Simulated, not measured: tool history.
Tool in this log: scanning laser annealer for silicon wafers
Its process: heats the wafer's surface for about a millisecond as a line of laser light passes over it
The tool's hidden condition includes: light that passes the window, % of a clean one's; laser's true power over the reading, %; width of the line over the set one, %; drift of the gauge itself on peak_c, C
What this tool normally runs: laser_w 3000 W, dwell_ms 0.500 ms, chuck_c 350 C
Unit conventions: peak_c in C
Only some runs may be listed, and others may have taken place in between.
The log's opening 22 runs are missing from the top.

run   hour  laser_w  dwell_ms  chuck_c  hours of work since the window was cleaned  hours of work since the power meter was calibrated  hours of work since the optics were aligned  peak_c
 23  135.2     2735     0.500      350                                         421                                                 188                                           77     971
     138.0  -- window over the wafer cleaned
 24  144.1     2978     0.351      369                                           3                                                 192                                           80     937
 25  150.0     3000     0.546      379                                           6                                                 195                                           83    1076
 26  155.1     3000     0.546      379                                           9                                                 197                                           86    1075
 27  162.5     2697     0.577      350                                          12                                                 201                                           90     984
     166.2  -- window over the wafer cleaned, once more
 28  173.6     3101     0.403      350                                           4                                                 205                                           94    1025
 29  178.3     2745     0.403      380                                           6                                                 208                                           97     975
 30  187.7     2940     0.500      381                                          11                                                 213                                          101    1084
 31  193.7     2940     0.500      381                                          14                                                 216                                          104    1082
 32  200.6     3012     0.457      338                                          17                                                 219                                          108    1030
 33  208.3     3012     0.457      338                                          21                                                 223                                          112    1028
 34  216.9     3147     0.457      358                                          26                                                 227                                          116    1082
 35  222.8     3147     0.457      358                                          29                                                 230                                          119    1085
 36  230.7     3147     0.457      358                                          33                                                 234                                          123    1083
 37  236.1     3148     0.457      358                                          35                                                 237                                          126    1080
 38  244.6     3195     0.425      380                                          40                                                 241                                          130    1093
 39  250.9     3195     0.425      380                                          43                                                 244                                          133    1091
 40  258.9     3266     0.500      374                                          47                                                 248                                          137    1158

Forecast each of these 5 alternatives for the next run:
  A  264.5     2734     0.373      389                                          50                                                 251                                          140       ?
  B  264.5     3000     0.500      360                                          50                                                 251                                          140       ?
  C  264.5     3000     0.351      348                                          50                                                 251                                          140       ?
  D  264.5     3000     0.500      337                                          50                                                 251                                          140       ?
  E  264.5     3253     0.448      381                                          50                                                 251                                          140       ?

run  peak_c
  A     955
  B    1077
  C     960
  D    1052
  E    1124
Without the tool's hidden state the same runs would have given:
run  peak_c
  A     961
  B    1084
  C     966
  D    1059
  E    1131

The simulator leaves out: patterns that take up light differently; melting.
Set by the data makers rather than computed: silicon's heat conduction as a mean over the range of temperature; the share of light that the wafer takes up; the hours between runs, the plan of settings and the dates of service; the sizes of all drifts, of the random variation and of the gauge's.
